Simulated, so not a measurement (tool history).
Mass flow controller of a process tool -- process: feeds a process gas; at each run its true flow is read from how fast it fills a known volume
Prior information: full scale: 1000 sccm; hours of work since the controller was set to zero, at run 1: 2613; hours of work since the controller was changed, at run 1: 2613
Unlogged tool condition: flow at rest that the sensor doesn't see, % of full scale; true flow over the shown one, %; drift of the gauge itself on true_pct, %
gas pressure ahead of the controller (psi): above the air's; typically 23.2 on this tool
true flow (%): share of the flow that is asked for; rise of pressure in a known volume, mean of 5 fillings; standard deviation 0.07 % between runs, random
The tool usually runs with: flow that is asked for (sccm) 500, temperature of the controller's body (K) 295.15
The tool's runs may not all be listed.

| run | hour | flow that is asked for (sccm) | gas pressure ahead of the controller (psi) | temperature of the controller's body (K) | hours of work since the controller was set to zero | hours of work since the controller was changed | true flow (%) |
|---|---|---|---|---|---|---|---|
| 1 | 0.0 | 500 | 23.2 | 295.15 | 2613 | 2613 | 97.79 |
| 2 | 55.5 | 500 | 27.8 | 295.15 | 2646 | 2646 | 98.00 |
| 3 | 112.2 | 500 | 35.2 | 295.15 | 2681 | 2681 | 98.24 |
| 4 | 244.2 | 500 | 23.2 | 295.15 | 2761 | 2761 | 97.72 |
| 5 | 328.2 | 204 | 23.2 | 295.15 | 2813 | 2813 | 97.99 |
| 6 | 384.5 | 500 | 23.2 | 295.15 | 2847 | 2847 | 97.63 |
| 7 | 515.4 | 500 | 23.2 | 295.15 | 2927 | 2927 | 97.81 |
| 8 | 596.0 | 500 | 23.2 | 295.15 | 2976 | 2976 | 97.70 |
| 9 | 700.7 | 500 | 23.2 | 295.15 | 3040 | 3040 | 97.59 |
| 10 | 800.2 | 500 | 23.2 | 298.15 | 3100 | 3100 | 97.84 |
| 11 | 872.8 | 500 | 23.2 | 299.15 | 3145 | 3145 | 97.66 |
| 12 | 996.6 | 500 | 23.2 | 299.15 | 3220 | 3220 | 97.68 |
| 13 | 1129.3 | 500 | 23.2 | 295.15 | 3301 | 3301 | 97.73 |
| 14 | 1229.1 | 500 | 23.2 | 295.15 | 3362 | 3362 | 97.46 |
| 15 | 1342.6 | 500 | 23.2 | 307.15 | 3431 | 3431 | 97.82 |
| 16 | 1428.4 | 500 | 23.2 | 293.15 | 3484 | 3484 | 97.55 |
| 17 | 1545.4 | 500 | 23.2 | 293.15 | 3555 | 3555 | 97.47 |
| 18 | 1633.0 | 500 | 23.2 | 293.15 | 3608 | 3608 | 97.41 |
| 19 | 1701.4 | 500 | 23.2 | 293.15 | 3650 | 3650 | 97.42 |
| 20 | 1764.4 | 500 | 23.2 | 293.15 | 3688 | 3688 | 97.37 |
| 21 | 1861.3 | 500 | 23.2 | 293.15 | 3747 | 3747 | 97.43 |
| 22 | 1926.0 | 500 | 23.2 | 295.15 | 3787 | 3787 | 97.47 |
| 23 | 2020.3 | 500 | 23.2 | 295.15 | 3844 | 3844 | 97.40 |
| 24 | 2085.8 | 500 | 23.2 | 295.15 | 3884 | 3884 | 97.30 |
| 25 | 2165.8 | 539 | 23.2 | 297.15 | 3933 | 3933 | 97.49 |
| 26 | 2260.4 | 268 | 31.2 | 313.15 | 3991 | 3991 | 98.32 |
| 27 | 2371.4 | 268 | 31.2 | 313.15 | 4059 | 4059 | 98.12 |
| 28 | 2440.2 | 268 | 31.2 | 313.15 | 4100 | 4100 | 98.35 |
| 29 | 2503.1 | 500 | 37.4 | 313.15 | 4139 | 4139 | 98.22 |
| 30 | 2631.5 | 611 | 23.2 | 295.15 | 4217 | 4217 | 97.40 |
| 31 | 2730.5 | 611 | 23.2 | 295.15 | 4277 | 4277 | 97.27 |
|  | 2737.7 | controller's zero set anew |
| 32 | 2826.8 | 611 | 23.2 | 295.15 | 54 | 4336 | 97.79 |
| 33 | 2917.8 | 387 | 24.1 | 295.15 | 110 | 4391 | 98.11 |
|  | 2928.9 | controller's zero set anew, once more |
| 34 | 3009.6 | 105 | 24.1 | 295.15 | 49 | 4447 | 95.71 |
| 35 | 3141.9 | 432 | 24.1 | 297.15 | 130 | 4528 | 96.29 |
| 36 | 3235.0 | 250 | 23.2 | 312.15 | 187 | 4584 | 96.25 |
| 37 | 3343.0 | 250 | 23.2 | 312.15 | 252 | 4650 | 96.27 |
| 38 | 3445.2 | 250 | 23.2 | 312.15 | 315 | 4713 | 96.35 |
| 39 | 3535.3 | 250 | 23.2 | 312.15 | 370 | 4768 | 96.17 |
| 40 | 3601.6 | 250 | 23.2 | 312.15 | 410 | 4808 | 96.15 |
| 41 | 3686.2 | 260 | 24.9 | 300.15 | 462 | 4860 | 95.95 |
| 42 | 3785.6 | 277 | 23.2 | 312.15 | 522 | 4920 | 96.32 |
| 43 | 3844.2 | 312 | 21.5 | 295.15 | 558 | 4956 | 95.94 |
| 44 | 3963.1 | 183 | 23.2 | 303.15 | 631 | 5028 | 96.09 |
| 45 | 4050.0 | 183 | 23.2 | 303.15 | 684 | 5081 | 95.94 |
| 46 | 4138.1 | 183 | 23.2 | 303.15 | 737 | 5135 | 95.96 |
| 47 | 4267.3 | 500 | 21.3 | 295.15 | 816 | 5214 | 96.01 |

Each row is a separate what-if for the run after 47, all from the same tool condition, not one after another. Results?
| A | 4377.5 | 500 | 23.4 | 295.15 | 883 | 5281 | ? |
| B | 4377.5 | 500 | 23.2 | 304.15 | 883 | 5281 | ? |
| C | 4377.5 | 854 | 23.2 | 295.15 | 883 | 5281 | ? |

| run | true flow (%) |
|---|---|
| A | 96.13 |
| B | 96.27 |
| C | 96.85 |
Had the tool no hidden state, the same runs would have come out as:
| run | true flow (%) |
|---|---|
| A | 98.76 |
| B | 98.90 |
| C | 99.56 |
